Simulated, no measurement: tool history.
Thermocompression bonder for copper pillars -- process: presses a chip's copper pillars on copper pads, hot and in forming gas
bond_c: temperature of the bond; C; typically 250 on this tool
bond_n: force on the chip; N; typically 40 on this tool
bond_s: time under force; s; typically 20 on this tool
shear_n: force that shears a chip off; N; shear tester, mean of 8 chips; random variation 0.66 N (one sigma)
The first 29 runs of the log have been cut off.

run	hour	bond_c	bond_n	bond_s	hours of work since the heater was calibrated	hours of work since the force cell was calibrated	hours of work since the gas filter was changed	shear_n
30	515.4	257	40	16	648	556	382	53.7
# hour 533.2: forming gas filter changed
31	538.2	257	40	16	660	568	3	57.2
32	563	276	48	50	673	581	16	95.1
33	588	242	33	24	686	594	29	48.5
34	604.4	269	45	14	695	603	37	64
35	617.8	269	45	14	702	610	44	65.8
36	641.8	252	40	32	714	622	57	67.2
37	660	252	40	34	724	632	67	68.5
38	676.5	239	40	19	733	640	75	49.4
39	688.7	239	27	18	739	647	82	38.7

4 ways to go on from here, each from the tool as it stands after run 39. What would each give?
A	699.6	259	38	23	745	653	87	?
B	699.6	278	27	52	745	653	87	?
C	699.6	227	58	40	745	653	87	?
D	699.6	222	39	20	745	653	87	?

run	shear_n
A	63.9
B	80.5
C	68
D	41.9
What these runs would have given with no unlogged condition in the tool:
run	shear_n
A	60.7
B	77.8
C	64
D	38.6
